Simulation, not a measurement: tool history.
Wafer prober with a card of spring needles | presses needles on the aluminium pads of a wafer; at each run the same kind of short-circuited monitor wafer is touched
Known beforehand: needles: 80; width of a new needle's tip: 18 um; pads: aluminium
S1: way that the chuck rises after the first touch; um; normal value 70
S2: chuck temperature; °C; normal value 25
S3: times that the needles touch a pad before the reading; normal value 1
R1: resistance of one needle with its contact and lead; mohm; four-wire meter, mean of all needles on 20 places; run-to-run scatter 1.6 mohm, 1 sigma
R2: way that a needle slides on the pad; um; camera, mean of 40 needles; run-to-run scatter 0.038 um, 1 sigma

| run | hour | S1 | S2 | S3 | R1 | R2 |
|---|---|---|---|---|---|---|
| 1 | 0 | 70 | 25 | 1 | 219 | 19.43 |
|  | 10.5 | tips cleaned on abrasive film |
| 2 | 11.9 | 59 | 25 | 1 | 188 | 16.25 |
| 3 | 23.2 | 59 | 25 | 1 | 246 | 16.37 |
| 4 | 30.5 | 59 | 26 | 1 | 268 | 16.32 |
|  | 31.9 | tips cleaned on abrasive film |
| 5 | 44 | 59 | 26 | 1 | 250 | 16.3 |
|  | 45.7 | height of the first contact set anew |
|  | 53.2 | tips cleaned on abrasive film |
| 6 | 56.3 | 70 | 25 | 2 | 178 | 19.35 |
| 7 | 71.5 | 70 | 25 | 2 | 208 | 19.43 |
|  | 73.5 | tips cleaned on abrasive film |
| 8 | 85.3 | 52 | 48 | 1 | 268 | 14.36 |
|  | 94.4 | tips cleaned on abrasive film |
| 9 | 95.2 | 66 | 84 | 2 | 180 | 18.29 |
| 10 | 107.8 | 66 | 84 | 1 | 240 | 18.25 |
|  | 115.2 | tips cleaned on abrasive film |
| 11 | 118.7 | 66 | 25 | 2 | 180 | 18.24 |
| 12 | 129.4 | 74 | 58 | 2 | 203 | 20.41 |
|  | 135.7 | tips cleaned on abrasive film |
|  | 140.2 | height of the first contact set anew, once more |
| 13 | 143.6 | 56 | 44 | 2 | 207 | 15.59 |

Below, some changes in R1 between adjacent runs. For each, the amount present without the hidden state too (settings, incoming material, random variation) and the amount remaining for the hidden state with gauge scatter not shared by both compared results:
What the log doesn't record here: debris on the tips, nm; way that the needles fall short of the set height, um; tips' diameter, um; drift of the gauge itself on contact_mohm, %; drift of the gauge itself on scrub_um, %.
Run 8 -> 9: S1 52 -> 66, S2 48 -> 84, S3 1 -> 2, tips cleaned on abrasive film. R1 -88 mohm: hidden state -90, all else +2.

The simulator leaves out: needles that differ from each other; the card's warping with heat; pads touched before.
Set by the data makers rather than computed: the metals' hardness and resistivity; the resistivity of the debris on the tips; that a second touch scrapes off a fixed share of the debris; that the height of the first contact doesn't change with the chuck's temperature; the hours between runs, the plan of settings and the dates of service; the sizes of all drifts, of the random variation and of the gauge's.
